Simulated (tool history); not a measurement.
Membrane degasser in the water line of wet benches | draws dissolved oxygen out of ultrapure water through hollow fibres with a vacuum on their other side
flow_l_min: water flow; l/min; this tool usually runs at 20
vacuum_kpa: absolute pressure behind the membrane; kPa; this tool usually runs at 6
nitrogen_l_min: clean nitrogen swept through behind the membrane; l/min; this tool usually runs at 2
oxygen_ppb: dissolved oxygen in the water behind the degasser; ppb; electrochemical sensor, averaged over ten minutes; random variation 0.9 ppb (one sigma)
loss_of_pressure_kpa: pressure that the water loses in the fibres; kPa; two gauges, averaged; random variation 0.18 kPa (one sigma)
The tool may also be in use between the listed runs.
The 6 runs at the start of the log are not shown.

Run 7, hour 497.7: usual settings but vacuum_kpa 3.66 kPa. Result: oxygen_ppb 37.6 ppb, loss_of_pressure_kpa 30.98 kPa.
Run 8, hour 600.3: usual settings but vacuum_kpa 6.8 kPa. Result: oxygen_ppb 108.8 ppb, loss_of_pressure_kpa 31.44 kPa.
Run 9, hour 663.1: usual settings but vacuum_kpa 6.8 kPa. Result: oxygen_ppb 111.9 ppb, loss_of_pressure_kpa 30.89 kPa.
At hour 768.4: seals of the vacuum lines changed.
Run 10, hour 798.8: usual settings but vacuum_kpa 6.21 kPa. Result: oxygen_ppb 97.3 ppb, loss_of_pressure_kpa 31 kPa.
At hour 877.3: vacuum gauge calibrated.
Run 11, hour 946: usual settings but vacuum_kpa 6.21 kPa. Result: oxygen_ppb 98 ppb, loss_of_pressure_kpa 31.13 kPa.
Run 12, hour 1027.6: usual settings but vacuum_kpa 6.21 kPa. Result: oxygen_ppb 94.9 ppb, loss_of_pressure_kpa 31.26 kPa.
Run 13, hour 1129.8: usual settings but vacuum_kpa 6.21 kPa. Result: oxygen_ppb 95 ppb, loss_of_pressure_kpa 31.12 kPa.
Run 14, hour 1193.5: usual settings but vacuum_kpa 6.21 kPa. Result: oxygen_ppb 96.5 ppb, loss_of_pressure_kpa 31.44 kPa.
Run 15, hour 1280.3: usual settings but flow_l_min 15 l/min. Result: oxygen_ppb 61 ppb, loss_of_pressure_kpa 23.69 kPa.
Run 16, hour 1386.9: usual settings but flow_l_min 15 l/min. Result: oxygen_ppb 61.3 ppb, loss_of_pressure_kpa 23.6 kPa.
Run 17, hour 1495.9: usual settings but flow_l_min 12 l/min. Result: oxygen_ppb 45.2 ppb, loss_of_pressure_kpa 18.58 kPa.
Run 18, hour 1615.3: usual settings but flow_l_min 27 l/min. Result: oxygen_ppb 151.4 ppb, loss_of_pressure_kpa 42.75 kPa.
Run 19, hour 1758: usual settings but flow_l_min 29 l/min, vacuum_kpa 9.57 kPa, nitrogen_l_min 0.96 l/min. Result: oxygen_ppb 464.2 ppb, loss_of_pressure_kpa 45.76 kPa.
Run 20, hour 1894.9: usual settings but flow_l_min 18 l/min, vacuum_kpa 9.57 kPa, nitrogen_l_min 1.28 l/min. Result: oxygen_ppb 223.8 ppb, loss_of_pressure_kpa 28.49 kPa.
Run 21, hour 2019.3: usual settings but vacuum_kpa 8.61 kPa, nitrogen_l_min 3.8 l/min. Result: oxygen_ppb 94.1 ppb, loss_of_pressure_kpa 31.54 kPa.
Run 22, hour 2159: usual settings but flow_l_min 14 l/min, vacuum_kpa 9.37 kPa, nitrogen_l_min 1.18 l/min. Result: oxygen_ppb 181.6 ppb, loss_of_pressure_kpa 22.27 kPa.
Run 23, hour 2288.5: usual settings but flow_l_min 14 l/min, vacuum_kpa 9.37 kPa, nitrogen_l_min 1.18 l/min. Result: oxygen_ppb 179.4 ppb, loss_of_pressure_kpa 22.15 kPa.
Run 24, hour 2382.5: usual settings but flow_l_min 18 l/min, vacuum_kpa 8.36 kPa. Result: oxygen_ppb 128.6 ppb, loss_of_pressure_kpa 28.62 kPa.
Run 25, hour 2487.1: usual settings but flow_l_min 31 l/min, vacuum_kpa 6.6 kPa. Result: oxygen_ppb 216.3 ppb, loss_of_pressure_kpa 49.07 kPa.
Run 26, hour 2623.3: usual settings but flow_l_min 31 l/min, vacuum_kpa 8.12 kPa, nitrogen_l_min 1.08 l/min. Result: oxygen_ppb 391.8 ppb, loss_of_pressure_kpa 49.11 kPa.
Run 27, hour 2737.9: usual settings but flow_l_min 27 l/min, vacuum_kpa 11.01 kPa. Result: oxygen_ppb 304 ppb, loss_of_pressure_kpa 43.04 kPa.
Run 28, hour 2807.6: usual settings but flow_l_min 27 l/min, vacuum_kpa 4.91 kPa, nitrogen_l_min 3.55 l/min. Result: oxygen_ppb 98.4 ppb, loss_of_pressure_kpa 42.79 kPa.
Run 29, hour 2921.5: usual settings but flow_l_min 27 l/min, vacuum_kpa 4.91 kPa, nitrogen_l_min 3.55 l/min. Result: oxygen_ppb 97.3 ppb, loss_of_pressure_kpa 43.08 kPa.
Run 30, hour 3030.6: usual settings but flow_l_min 27 l/min, vacuum_kpa 10.55 kPa, nitrogen_l_min 5.81 l/min. Result: oxygen_ppb 151.3 ppb, loss_of_pressure_kpa 43.13 kPa.
Run 31, hour 3156: usual settings but flow_l_min 27 l/min, vacuum_kpa 10.55 kPa, nitrogen_l_min 5.81 l/min. Result: oxygen_ppb 150.4 ppb, loss_of_pressure_kpa 42.94 kPa.

Consider 5 possible next runs. They are alternatives, not a sequence: every one starts from the tool as it was left by run 31. What does each give?
Run A, hour 3302.1: usual settings but flow_l_min 18 l/min, vacuum_kpa 10.55 kPa, nitrogen_l_min 5.81 l/min. Result: oxygen_ppb ?, loss_of_pressure_kpa ?.
Run B, hour 3302.1: usual settings but flow_l_min 22 l/min. Result: oxygen_ppb ?, loss_of_pressure_kpa ?.
Run C, hour 3302.1: usual settings but flow_l_min 25 l/min, nitrogen_l_min 5.82 l/min. Result: oxygen_ppb ?, loss_of_pressure_kpa ?.
Run D, hour 3302.1: usual settings but flow_l_min 24 l/min, vacuum_kpa 10.55 kPa, nitrogen_l_min 5.81 l/min. Result: oxygen_ppb ?, loss_of_pressure_kpa ?.
Run E, hour 3302.1: usual settings but flow_l_min 14 l/min, nitrogen_l_min 1.52 l/min. Result: oxygen_ppb ?, loss_of_pressure_kpa ?.

run  oxygen_ppb  loss_of_pressure_kpa
  A        77.5                 29.14
  B       110.6                 34.84
  C        85.2                 39.67
  D       120.9                 38.66
  E        70.8                 22.61
Had the tool no hidden state, the same runs would have come out as:
run  oxygen_ppb  loss_of_pressure_kpa
  A        70.1                 27.52
  B        96.8                 32.86
  C        69.6                 37.41
  D       106.8                 36.49
  E        64.7                 21.34

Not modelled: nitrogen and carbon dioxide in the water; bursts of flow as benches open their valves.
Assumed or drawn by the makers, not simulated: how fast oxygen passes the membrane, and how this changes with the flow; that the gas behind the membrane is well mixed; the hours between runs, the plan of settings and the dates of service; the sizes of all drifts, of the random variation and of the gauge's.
